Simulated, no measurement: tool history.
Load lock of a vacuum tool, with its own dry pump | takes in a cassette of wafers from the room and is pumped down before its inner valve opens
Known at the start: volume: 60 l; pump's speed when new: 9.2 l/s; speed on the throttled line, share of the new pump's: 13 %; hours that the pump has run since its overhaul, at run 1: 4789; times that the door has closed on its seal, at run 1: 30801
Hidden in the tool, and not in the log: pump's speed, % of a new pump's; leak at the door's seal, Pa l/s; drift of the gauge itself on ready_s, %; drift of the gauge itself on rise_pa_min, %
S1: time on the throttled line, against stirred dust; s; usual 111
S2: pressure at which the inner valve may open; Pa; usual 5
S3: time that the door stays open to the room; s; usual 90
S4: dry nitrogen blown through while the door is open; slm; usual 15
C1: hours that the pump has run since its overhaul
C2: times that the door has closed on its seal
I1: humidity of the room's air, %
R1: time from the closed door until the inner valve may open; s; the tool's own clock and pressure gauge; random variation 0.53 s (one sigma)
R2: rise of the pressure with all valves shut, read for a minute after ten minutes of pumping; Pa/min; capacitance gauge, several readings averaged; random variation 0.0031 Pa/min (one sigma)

{"run": 1, "hour": 0.0, "S1": 111, "S2": 5, "S3": 90, "S4": 15, "C1": 4789, "C2": 30801, "I1": 45.8, "R1": 161.6, "R2": 0.07}
{"run": 2, "hour": 344.0, "S1": 111, "S2": 5, "S3": 90, "S4": 15, "C1": 5133, "C2": 31416, "I1": 42.3, "R1": 163, "R2": 0.058}
{"run": 3, "hour": 759.9, "S1": 111, "S2": 5, "S3": 90, "S4": 6, "C1": 5549, "C2": 32161, "I1": 46.1, "R1": 162.8, "R2": 0.079}
{"run": 4, "hour": 944.8, "S1": 111, "S2": 5, "S3": 90, "S4": 6, "C1": 5734, "C2": 32492, "I1": 46.1, "R1": 163.1, "R2": 0.084}
{"run": 5, "hour": 1233.4, "S1": 111, "S2": 5, "S3": 90, "S4": 6, "C1": 6022, "C2": 33008, "I1": 44.5, "R1": 163.8, "R2": 0.082}
{"run": 6, "hour": 1415.2, "S1": 111, "S2": 5, "S3": 90, "S4": 6, "C1": 6204, "C2": 33333, "I1": 44.7, "R1": 162.2, "R2": 0.075}
{"run": 7, "hour": 1845.7, "S1": 111, "S2": 5, "S3": 231, "S4": 15, "C1": 6635, "C2": 34104, "I1": 45.8, "R1": 162.2, "R2": 0.136}
{"run": 8, "hour": 2121.0, "S1": 111, "S2": 5, "S3": 90, "S4": 15, "C1": 6910, "C2": 34597, "I1": 42.1, "R1": 162.4, "R2": 0.059}
{"run": 9, "hour": 2422.0, "S1": 111, "S2": 5, "S3": 90, "S4": 15, "C1": 7211, "C2": 35136, "I1": 42.5, "R1": 162.8, "R2": 0.063}
{"run": 10, "hour": 2656.1, "S1": 111, "S2": 5, "S3": 90, "S4": 15, "C1": 7445, "C2": 35554, "I1": 45.5, "R1": 162.8, "R2": 0.072}
{"run": 11, "hour": 3069.2, "S1": 111, "S2": 5, "S3": 90, "S4": 15, "C1": 7858, "C2": 36294, "I1": 48, "R1": 162.8, "R2": 0.074}
{"run": 12, "hour": 3480.0, "S1": 111, "S2": 5, "S3": 45, "S4": 22, "C1": 8269, "C2": 37029, "I1": 46.5, "R1": 162.6, "R2": 0.035}
{"run": 13, "hour": 3728.0, "S1": 111, "S2": 5, "S3": 45, "S4": 22, "C1": 8517, "C2": 37473, "I1": 44.5, "R1": 162.1, "R2": 0.038}
{"run": 14, "hour": 4095.4, "S1": 111, "S2": 6, "S3": 118, "S4": 15, "C1": 8884, "C2": 38130, "I1": 44.9, "R1": 161.4, "R2": 0.082}
{"run": 15, "hour": 4366.2, "S1": 102, "S2": 6, "S3": 76, "S4": 14, "C1": 9155, "C2": 38615, "I1": 47.5, "R1": 152.8, "R2": 0.063}
{"run": 16, "hour": 4688.9, "S1": 111, "S2": 6, "S3": 90, "S4": 9, "C1": 9478, "C2": 39193, "I1": 46.5, "R1": 160.8, "R2": 0.072}
{"run": 17, "hour": 5081.3, "S1": 111, "S2": 4, "S3": 90, "S4": 4, "C1": 9870, "C2": 39895, "I1": 47.4, "R1": 164, "R2": 0.088}
{"run": 18, "hour": 5408.1, "S1": 111, "S2": 4, "S3": 90, "S4": 4, "C1": 10197, "C2": 40480, "I1": 44.4, "R1": 163.7, "R2": 0.085}
{"run": 19, "hour": 5786.8, "S1": 114, "S2": 6, "S3": 70, "S4": 15, "C1": 10576, "C2": 41158, "I1": 46.2, "R1": 163.4, "R2": 0.059}

Forecast each of these 3 alternatives for the next run:
{"run": "A", "hour": 6048.9, "S1": 77, "S2": 8, "S3": 42, "S4": 15, "C1": 10838, "C2": 41627, "I1": 46.4, "R1": "?", "R2": "?"}
{"run": "B", "hour": 6048.9, "S1": 114, "S2": 6, "S3": 76, "S4": 15, "C1": 10838, "C2": 41627, "I1": 48, "R1": "?", "R2": "?"}
{"run": "C", "hour": 6048.9, "S1": 114, "S2": 8, "S3": 79, "S4": 7, "C1": 10838, "C2": 41627, "I1": 47.1, "R1": "?", "R2": "?"}

run=A R1=130.4 R2=0.043
run=B R1=163.4 R2=0.062
run=C R1=161.6 R2=0.076
Without the tool's hidden state the same runs would have given:
run=A R1=130.4 R2=0.042
run=B R1=163.4 R2=0.061
run=C R1=161.6 R2=0.075

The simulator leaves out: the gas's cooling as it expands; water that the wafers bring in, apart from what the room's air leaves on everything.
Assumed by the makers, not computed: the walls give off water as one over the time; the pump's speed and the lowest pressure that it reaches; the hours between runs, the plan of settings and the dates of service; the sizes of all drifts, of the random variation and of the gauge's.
